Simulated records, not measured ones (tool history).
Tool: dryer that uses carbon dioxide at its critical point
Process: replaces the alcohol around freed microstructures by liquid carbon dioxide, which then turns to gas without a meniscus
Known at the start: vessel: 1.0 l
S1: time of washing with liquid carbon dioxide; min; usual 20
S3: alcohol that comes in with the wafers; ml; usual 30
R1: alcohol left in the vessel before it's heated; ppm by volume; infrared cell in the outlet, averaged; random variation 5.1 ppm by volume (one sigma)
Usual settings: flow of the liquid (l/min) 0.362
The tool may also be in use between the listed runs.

run 1 hour=0 | S1=20 flow_of_the_liquid_(l/min)=0.362 S3=30 | R1=138
run 2 hour=12.4 | S1=20 flow_of_the_liquid_(l/min)=0.362 S3=30 | R1=149
run 3 hour=20.3 | S1=20 flow_of_the_liquid_(l/min)=0.382 S3=30 | R1=122
run 4 hour=29.1 | S1=13 flow_of_the_liquid_(l/min)=0.362 S3=30 | R1=862
-- hour=31.1 inlet filter changed
run 5 hour=36 | S1=20 flow_of_the_liquid_(l/min)=0.315 S3=30 | R1=150
run 6 hour=48.3 | S1=20 flow_of_the_liquid_(l/min)=0.362 S3=48 | R1=122
run 7 hour=59.9 | S1=20 flow_of_the_liquid_(l/min)=0.362 S3=48 | R1=122
run 8 hour=69.8 | S1=20 flow_of_the_liquid_(l/min)=0.362 S3=48 | R1=129
run 9 hour=76.7 | S1=17 flow_of_the_liquid_(l/min)=0.362 S3=30 | R1=189
run 10 hour=85.4 | S1=20 flow_of_the_liquid_(l/min)=0.362 S3=30 | R1=107
run 11 hour=94.1 | S1=20 flow_of_the_liquid_(l/min)=0.362 S3=30 | R1=114
run 12 hour=106 | S1=13 flow_of_the_liquid_(l/min)=0.362 S3=30 | R1=627
run 13 hour=116.4 | S1=20 flow_of_the_liquid_(l/min)=0.362 S3=30 | R1=114
run 14 hour=128.5 | S1=20 flow_of_the_liquid_(l/min)=0.362 S3=30 | R1=131
run 15 hour=138.6 | S1=20 flow_of_the_liquid_(l/min)=0.362 S3=30 | R1=123
run 16 hour=145.5 | S1=20 flow_of_the_liquid_(l/min)=0.362 S3=30 | R1=130
run 17 hour=156.3 | S1=20 flow_of_the_liquid_(l/min)=0.362 S3=30 | R1=130
run 18 hour=164.3 | S1=20 flow_of_the_liquid_(l/min)=0.362 S3=30 | R1=129
run 19 hour=175.3 | S1=23 flow_of_the_liquid_(l/min)=0.362 S3=30 | R1=95
run 20 hour=182.9 | S1=23 flow_of_the_liquid_(l/min)=0.362 S3=30 | R1=86
run 21 hour=189 | S1=23 flow_of_the_liquid_(l/min)=0.362 S3=30 | R1=99
run 22 hour=199.5 | S1=23 flow_of_the_liquid_(l/min)=0.362 S3=30 | R1=96
run 23 hour=205.1 | S1=20 flow_of_the_liquid_(l/min)=0.362 S3=30 | R1=146
run 24 hour=212 | S1=20 flow_of_the_liquid_(l/min)=0.362 S3=30 | R1=153
run 25 hour=223.1 | S1=20 flow_of_the_liquid_(l/min)=0.362 S3=30 | R1=162
run 26 hour=228.8 | S1=23 flow_of_the_liquid_(l/min)=0.586 S3=119 | R1=57
run 27 hour=236.4 | S1=20 flow_of_the_liquid_(l/min)=0.348 S3=35 | R1=209
run 28 hour=244.9 | S1=20 flow_of_the_liquid_(l/min)=0.348 S3=35 | R1=208
run 29 hour=254.8 | S1=25 flow_of_the_liquid_(l/min)=0.362 S3=27 | R1=89
run 30 hour=266.1 | S1=25 flow_of_the_liquid_(l/min)=0.348 S3=80 | R1=164
run 31 hour=274 | S1=15 flow_of_the_liquid_(l/min)=0.383 S3=39 | R1=509
run 32 hour=285 | S1=19 flow_of_the_liquid_(l/min)=0.362 S3=32 | R1=226
run 33 hour=292.6 | S1=24 flow_of_the_liquid_(l/min)=0.507 S3=21 | R1=83
run 34 hour=299.7 | S1=20 flow_of_the_liquid_(l/min)=0.362 S3=28 | R1=186
run 35 hour=307.5 | S1=20 flow_of_the_liquid_(l/min)=0.322 S3=28 | R1=272
run 36 hour=314.2 | S1=29 flow_of_the_liquid_(l/min)=0.26 S3=26 | R1=154
run 37 hour=322.2 | S1=29 flow_of_the_liquid_(l/min)=0.26 S3=26 | R1=151
run 38 hour=332 | S1=29 flow_of_the_liquid_(l/min)=0.26 S3=26 | R1=148
run 39 hour=340.7 | S1=29 flow_of_the_liquid_(l/min)=0.26 S3=26 | R1=159
-- hour=343.3 inlet filter changed
run 40 hour=353.5 | S1=28 flow_of_the_liquid_(l/min)=0.366 S3=30 | R1=83
run 41 hour=359 | S1=28 flow_of_the_liquid_(l/min)=0.366 S3=30 | R1=86
run 42 hour=366.6 | S1=28 flow_of_the_liquid_(l/min)=0.366 S3=30 | R1=91
run 43 hour=375.3 | S1=20 flow_of_the_liquid_(l/min)=0.574 S3=62 | R1=92
run 44 hour=383.1 | S1=19 flow_of_the_liquid_(l/min)=0.31 S3=50 | R1=404
run 45 hour=391.6 | S1=19 flow_of_the_liquid_(l/min)=0.31 S3=50 | R1=432
run 46 hour=404.2 | S1=19 flow_of_the_liquid_(l/min)=0.31 S3=50 | R1=398
run 47 hour=415.6 | S1=14 flow_of_the_liquid_(l/min)=0.252 S3=67 | R1=3463

Forecast each of these 3 alternatives for the next run:
run A hour=422.5 | S1=13 flow_of_the_liquid_(l/min)=0.613 S3=78 | R1=?
run B hour=422.5 | S1=23 flow_of_the_liquid_(l/min)=0.404 S3=29 | R1=?
run C hour=422.5 | S1=18 flow_of_the_liquid_(l/min)=0.304 S3=67 | R1=?

run=A R1=185
run=B R1=96
run=C R1=744
Without the tool's hidden state the same runs would have given:
run=A R1=74
run=B R1=5
run=C R1=551
